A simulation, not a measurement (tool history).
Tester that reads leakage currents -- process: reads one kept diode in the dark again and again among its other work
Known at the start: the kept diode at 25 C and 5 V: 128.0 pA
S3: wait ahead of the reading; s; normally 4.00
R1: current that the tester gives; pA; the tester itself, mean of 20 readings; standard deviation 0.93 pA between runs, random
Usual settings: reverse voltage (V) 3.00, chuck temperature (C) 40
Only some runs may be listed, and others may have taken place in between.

{"run": 1, "day": 0.0, "reverse voltage (V)": 3.0, "chuck temperature (C)": 40, "S3": 4.0, "R1": 306.97}
{"run": 2, "day": 2.712, "reverse voltage (V)": 3.0, "chuck temperature (C)": 40, "S3": 4.0, "R1": 308.52}
{"run": 3, "day": 4.662, "reverse voltage (V)": 3.0, "chuck temperature (C)": 40, "S3": 4.0, "R1": 308.92}
{"run": 4, "day": 8.329, "reverse voltage (V)": 3.0, "chuck temperature (C)": 40, "S3": 4.0, "R1": 308.35}
{"run": 5, "day": 12.367, "reverse voltage (V)": 3.0, "chuck temperature (C)": 40, "S3": 4.0, "R1": 307.93}
{"run": 6, "day": 16.092, "reverse voltage (V)": 3.0, "chuck temperature (C)": 40, "S3": 1.61, "R1": 308.03}
{"run": 7, "day": 18.417, "reverse voltage (V)": 3.0, "chuck temperature (C)": 40, "S3": 1.61, "R1": 307.47}
{"run": 8, "day": 21.375, "reverse voltage (V)": 3.0, "chuck temperature (C)": 40, "S3": 0.5, "R1": 310.26}
{"run": 9, "day": 23.746, "reverse voltage (V)": 3.0, "chuck temperature (C)": 31, "S3": 4.0, "R1": 161.48}
{"run": 10, "day": 26.317, "reverse voltage (V)": 3.0, "chuck temperature (C)": 31, "S3": 4.0, "R1": 161.41}
{"run": 11, "day": 28.654, "reverse voltage (V)": 3.0, "chuck temperature (C)": 31, "S3": 4.0, "R1": 161.09}
{"run": 12, "day": 31.15, "reverse voltage (V)": 3.0, "chuck temperature (C)": 31, "S3": 4.0, "R1": 161.36}
{"run": 13, "day": 34.871, "reverse voltage (V)": 3.0, "chuck temperature (C)": 31, "S3": 4.0, "R1": 161.66}
{"run": 14, "day": 36.821, "reverse voltage (V)": 3.0, "chuck temperature (C)": 31, "S3": 4.0, "R1": 160.5}
{"run": 15, "day": 39.538, "reverse voltage (V)": 3.0, "chuck temperature (C)": 31, "S3": 4.0, "R1": 161.26}
{"run": 16, "day": 42.212, "reverse voltage (V)": 3.0, "chuck temperature (C)": 31, "S3": 4.0, "R1": 162.03}
{"run": 17, "day": 46.15, "reverse voltage (V)": 17.12, "chuck temperature (C)": 40, "S3": 4.0, "R1": 668.37}
{"day": 49.008, "done": "chuck's temperature calibrated"}
{"run": 18, "day": 49.267, "reverse voltage (V)": 17.12, "chuck temperature (C)": 40, "S3": 4.0, "R1": 669.98}
{"run": 19, "day": 52.988, "reverse voltage (V)": 10.95, "chuck temperature (C)": 40, "S3": 4.0, "R1": 544.45}
{"run": 20, "day": 54.762, "reverse voltage (V)": 10.95, "chuck temperature (C)": 40, "S3": 4.0, "R1": 544.13}
{"run": 21, "day": 57.988, "reverse voltage (V)": 2.14, "chuck temperature (C)": 20, "S3": 8.3, "R1": 59.58}
{"run": 22, "day": 60.775, "reverse voltage (V)": 6.14, "chuck temperature (C)": 44, "S3": 0.46, "R1": 559.96}
{"run": 23, "day": 62.596, "reverse voltage (V)": 7.08, "chuck temperature (C)": 39, "S3": 0.3, "R1": 427.69}
{"run": 24, "day": 65.038, "reverse voltage (V)": 6.36, "chuck temperature (C)": 39, "S3": 0.3, "R1": 407.1}
{"run": 25, "day": 68.658, "reverse voltage (V)": 6.36, "chuck temperature (C)": 39, "S3": 0.3, "R1": 404.31}
{"run": 26, "day": 70.338, "reverse voltage (V)": 8.95, "chuck temperature (C)": 40, "S3": 6.64, "R1": 499.88}
{"run": 27, "day": 73.038, "reverse voltage (V)": 8.95, "chuck temperature (C)": 40, "S3": 6.64, "R1": 503.14}
{"run": 28, "day": 76.229, "reverse voltage (V)": 8.95, "chuck temperature (C)": 40, "S3": 6.64, "R1": 499.28}
{"run": 29, "day": 78.842, "reverse voltage (V)": 1.33, "chuck temperature (C)": 38, "S3": 4.0, "R1": 186.45}
{"run": 30, "day": 82.812, "reverse voltage (V)": 2.54, "chuck temperature (C)": 49, "S3": 1.49, "R1": 526.3}
{"run": 31, "day": 86.579, "reverse voltage (V)": 6.24, "chuck temperature (C)": 40, "S3": 4.0, "R1": 424.12}
{"run": 32, "day": 88.804, "reverse voltage (V)": 3.0, "chuck temperature (C)": 33, "S3": 1.81, "R1": 187.38}
{"run": 33, "day": 90.746, "reverse voltage (V)": 3.11, "chuck temperature (C)": 51, "S3": 3.47, "R1": 659.26}
{"run": 34, "day": 92.879, "reverse voltage (V)": 3.11, "chuck temperature (C)": 53, "S3": 3.0, "R1": 748.49}
{"run": 35, "day": 96.025, "reverse voltage (V)": 6.11, "chuck temperature (C)": 26, "S3": 0.57, "R1": 154.35}
{"run": 36, "day": 99.55, "reverse voltage (V)": 6.11, "chuck temperature (C)": 26, "S3": 0.57, "R1": 154.49}
{"day": 103.579, "done": "tester calibrated"}
{"run": 37, "day": 103.612, "reverse voltage (V)": 3.0, "chuck temperature (C)": 52, "S3": 3.3, "R1": 694.06}
{"run": 38, "day": 105.579, "reverse voltage (V)": 1.14, "chuck temperature (C)": 52, "S3": 3.3, "R1": 452.63}
{"run": 39, "day": 108.275, "reverse voltage (V)": 1.14, "chuck temperature (C)": 29, "S3": 3.3, "R1": 90.24}
{"day": 110.333, "done": "chuck's temperature calibrated"}
{"run": 40, "day": 112.225, "reverse voltage (V)": 3.39, "chuck temperature (C)": 35, "S3": 4.0, "R1": 226.64}

3 ways to go on from here, each from the tool as it stands after run 40. What would each give?
{"run": "A", "day": 115.729, "reverse voltage (V)": 1.76, "chuck temperature (C)": 35, "S3": 5.99, "R1": "?"}
{"run": "B", "day": 115.729, "reverse voltage (V)": 6.7, "chuck temperature (C)": 35, "S3": 4.0, "R1": "?"}
{"run": "C", "day": 115.729, "reverse voltage (V)": 7.92, "chuck temperature (C)": 22, "S3": 4.0, "R1": "?"}

run=A R1=170.51
run=B R1=309.55
run=C R1=125.16
Without the tool's hidden state the same runs would have given:
run=A R1=170.47
run=B R1=309.46
run=C R1=125.10
